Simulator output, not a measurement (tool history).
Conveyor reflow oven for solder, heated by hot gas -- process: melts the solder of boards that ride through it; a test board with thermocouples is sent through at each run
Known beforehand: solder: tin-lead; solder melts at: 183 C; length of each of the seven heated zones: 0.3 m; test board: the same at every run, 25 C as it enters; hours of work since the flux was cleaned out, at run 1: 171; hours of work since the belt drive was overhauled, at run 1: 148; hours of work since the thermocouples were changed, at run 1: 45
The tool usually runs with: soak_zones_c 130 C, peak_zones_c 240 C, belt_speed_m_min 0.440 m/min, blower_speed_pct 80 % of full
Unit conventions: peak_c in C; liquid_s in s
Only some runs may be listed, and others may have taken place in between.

run	day	soak_zones_c	peak_zones_c	belt_speed_m_min	blower_speed_pct	hours of work since the flux was cleaned out	hours of work since the belt drive was overhauled	hours of work since the thermocouples were changed	peak_c	liquid_s
1	0.000	130	240	0.440	80	171	148	45	222.8	63.2
2	0.500	130	240	0.440	80	176	153	50	223.0	63.1
3	1.175	130	240	0.440	80	183	159	57	222.7	63.3
4	1.862	130	240	0.440	80	190	166	63	223.1	62.9
5	2.588	130	240	0.440	80	197	173	71	222.9	63.1
6	3.338	130	240	0.440	80	204	181	78	222.8	63.1
7	3.925	130	240	0.400	80	210	187	84	225.8	72.6
8	4.483	130	240	0.400	80	216	192	89	225.9	72.0
9	4.979	130	240	0.400	80	220	197	94	225.5	72.0
10	5.538	123	255	0.440	80	226	203	100	234.3	68.3
11	6.183	123	232	0.440	86	232	209	106	215.6	55.6
# day 6.438: flux residue cleaned out of gas plates and filters
12	6.946	122	240	0.440	73	5	214	112	217.9	56.3
13	7.600	122	240	0.440	73	11	221	118	217.9	55.7
14	8.338	130	243	0.440	80	19	228	125	223.8	63.7

For run 15, what comes out?
15	9.021	119	232	0.387	68	26	235	132	?	?

{"run 15": {"peak_c": 213.7, "liquid_s": 59.4}}
Were there no unlogged condition in the tool, this run, its random variation unchanged, would have produced peak_c 216.3 C, liquid_s 62.7 s.
